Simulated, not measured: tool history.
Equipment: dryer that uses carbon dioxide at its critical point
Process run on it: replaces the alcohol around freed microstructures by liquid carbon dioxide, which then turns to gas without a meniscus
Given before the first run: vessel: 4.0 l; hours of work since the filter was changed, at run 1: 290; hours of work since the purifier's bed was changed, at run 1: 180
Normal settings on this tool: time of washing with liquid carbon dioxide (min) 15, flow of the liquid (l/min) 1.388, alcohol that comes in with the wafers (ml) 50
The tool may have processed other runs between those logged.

run,hour,time of washing with liquid carbon dioxide (min),flow of the liquid (l/min),alcohol that comes in with the wafers (ml),hours of work since the filter was changed,hours of work since the purifier's bed was changed,alcohol left in the vessel before it's heated (ppm by volume)
1,0,15,1.388,50,290,180,489
2,18.6,15,1.388,50,303,193,535
3,32.2,15,1.388,50,312,202,523
4,48,15,1.388,50,323,213,537
5,64.9,12,1.388,50,334,224,980
# hour 69.7: inlet filter changed
6,76.6,12,1.388,50,5,232,658
7,87.2,10,1.388,50,12,239,1043
8,110.7,10,1.388,50,28,255,1074
9,131.4,20,1.04,88,42,269,607
10,153.6,20,1.04,88,57,284,634
11,170.6,20,1.5,77,69,296,139
12,193.6,20,1.5,77,85,312,149
13,210.4,15,1.388,21,96,323,186
14,226.3,15,1.388,26,107,334,219

Estimate the outcome of run 15 from the log above:
15,238.5,15,1.388,26,115,342,?

{"run 15": {"alcohol left in the vessel before it's heated (ppm by volume)": 224}}
Without the tool's hidden state the same run would have given alcohol left in the vessel before it's heated (ppm by volume) 154.
